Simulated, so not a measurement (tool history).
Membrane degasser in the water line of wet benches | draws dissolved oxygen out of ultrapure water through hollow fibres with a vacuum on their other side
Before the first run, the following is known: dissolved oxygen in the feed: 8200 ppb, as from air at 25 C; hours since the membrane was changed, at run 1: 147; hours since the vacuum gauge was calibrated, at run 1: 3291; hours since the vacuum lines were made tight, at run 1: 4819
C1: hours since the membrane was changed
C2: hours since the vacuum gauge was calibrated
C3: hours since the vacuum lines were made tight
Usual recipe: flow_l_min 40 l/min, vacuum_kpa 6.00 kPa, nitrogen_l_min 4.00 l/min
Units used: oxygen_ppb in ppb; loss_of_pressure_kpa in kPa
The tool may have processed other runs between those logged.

{"run": 1, "hour": 0.0, "flow_l_min": 40, "vacuum_kpa": 6.0, "nitrogen_l_min": 4.0, "C1": 147, "C2": 3291, "C3": 4819, "oxygen_ppb": 78.3, "loss_of_pressure_kpa": 37.93}
{"run": 2, "hour": 54.1, "flow_l_min": 40, "vacuum_kpa": 6.0, "nitrogen_l_min": 4.0, "C1": 201, "C2": 3345, "C3": 4873, "oxygen_ppb": 76.1, "loss_of_pressure_kpa": 37.99}
{"run": 3, "hour": 77.7, "flow_l_min": 40, "vacuum_kpa": 6.0, "nitrogen_l_min": 4.0, "C1": 224, "C2": 3369, "C3": 4897, "oxygen_ppb": 78.4, "loss_of_pressure_kpa": 37.73}
{"run": 4, "hour": 129.2, "flow_l_min": 40, "vacuum_kpa": 6.0, "nitrogen_l_min": 4.0, "C1": 276, "C2": 3420, "C3": 4948, "oxygen_ppb": 78.7, "loss_of_pressure_kpa": 38.29}
{"run": 5, "hour": 161.1, "flow_l_min": 40, "vacuum_kpa": 6.26, "nitrogen_l_min": 4.0, "C1": 308, "C2": 3452, "C3": 4980, "oxygen_ppb": 84.3, "loss_of_pressure_kpa": 37.97}
{"run": 6, "hour": 211.9, "flow_l_min": 42, "vacuum_kpa": 6.26, "nitrogen_l_min": 4.0, "C1": 359, "C2": 3503, "C3": 5031, "oxygen_ppb": 88.1, "loss_of_pressure_kpa": 39.61}
{"run": 7, "hour": 261.6, "flow_l_min": 40, "vacuum_kpa": 6.0, "nitrogen_l_min": 4.0, "C1": 408, "C2": 3552, "C3": 5081, "oxygen_ppb": 77.2, "loss_of_pressure_kpa": 37.66}
{"run": 8, "hour": 302.9, "flow_l_min": 40, "vacuum_kpa": 9.88, "nitrogen_l_min": 9.01, "C1": 450, "C2": 3594, "C3": 5122, "oxygen_ppb": 83.1, "loss_of_pressure_kpa": 37.99}
{"run": 9, "hour": 335.6, "flow_l_min": 41, "vacuum_kpa": 6.0, "nitrogen_l_min": 4.0, "C1": 482, "C2": 3626, "C3": 5155, "oxygen_ppb": 81.9, "loss_of_pressure_kpa": 38.9}
{"run": 10, "hour": 365.8, "flow_l_min": 41, "vacuum_kpa": 6.0, "nitrogen_l_min": 4.0, "C1": 513, "C2": 3657, "C3": 5185, "oxygen_ppb": 84.2, "loss_of_pressure_kpa": 39.0}
{"run": 11, "hour": 398.0, "flow_l_min": 63, "vacuum_kpa": 6.41, "nitrogen_l_min": 4.0, "C1": 545, "C2": 3689, "C3": 5217, "oxygen_ppb": 172.8, "loss_of_pressure_kpa": 60.01}
{"hour": 413.4, "done": "vacuum gauge calibrated"}
{"run": 12, "hour": 431.7, "flow_l_min": 63, "vacuum_kpa": 6.41, "nitrogen_l_min": 4.0, "C1": 578, "C2": 18, "C3": 5250, "oxygen_ppb": 169.3, "loss_of_pressure_kpa": 59.98}
{"run": 13, "hour": 472.4, "flow_l_min": 63, "vacuum_kpa": 6.41, "nitrogen_l_min": 4.0, "C1": 619, "C2": 59, "C3": 5291, "oxygen_ppb": 170.8, "loss_of_pressure_kpa": 60.24}

Below are 4 alternative next runs, each starting from the tool's condition after run 13. Predict each:
{"run": "A", "hour": 516.4, "flow_l_min": 61, "vacuum_kpa": 10.14, "nitrogen_l_min": 3.67, "C1": 663, "C2": 103, "C3": 5335, "oxygen_ppb": "?", "loss_of_pressure_kpa": "?"}
{"run": "B", "hour": 516.4, "flow_l_min": 31, "vacuum_kpa": 6.41, "nitrogen_l_min": 4.0, "C1": 663, "C2": 103, "C3": 5335, "oxygen_ppb": "?", "loss_of_pressure_kpa": "?"}
{"run": "C", "hour": 516.4, "flow_l_min": 39, "vacuum_kpa": 9.76, "nitrogen_l_min": 2.79, "C1": 663, "C2": 103, "C3": 5335, "oxygen_ppb": "?", "loss_of_pressure_kpa": "?"}
{"run": "D", "hour": 516.4, "flow_l_min": 63, "vacuum_kpa": 8.58, "nitrogen_l_min": 6.92, "C1": 663, "C2": 103, "C3": 5335, "oxygen_ppb": "?", "loss_of_pressure_kpa": "?"}

run=A oxygen_ppb=303.7 loss_of_pressure_kpa=58.17
run=B oxygen_ppb=62.8 loss_of_pressure_kpa=29.50
run=C oxygen_ppb=217.6 loss_of_pressure_kpa=37.28
run=D oxygen_ppb=173.5 loss_of_pressure_kpa=60.16
With no hidden state in the tool, these same runs would have given:
run=A oxygen_ppb=302.0 loss_of_pressure_kpa=57.92
run=B oxygen_ppb=62.3 loss_of_pressure_kpa=29.38
run=C oxygen_ppb=216.3 loss_of_pressure_kpa=37.12
run=D oxygen_ppb=172.0 loss_of_pressure_kpa=59.90

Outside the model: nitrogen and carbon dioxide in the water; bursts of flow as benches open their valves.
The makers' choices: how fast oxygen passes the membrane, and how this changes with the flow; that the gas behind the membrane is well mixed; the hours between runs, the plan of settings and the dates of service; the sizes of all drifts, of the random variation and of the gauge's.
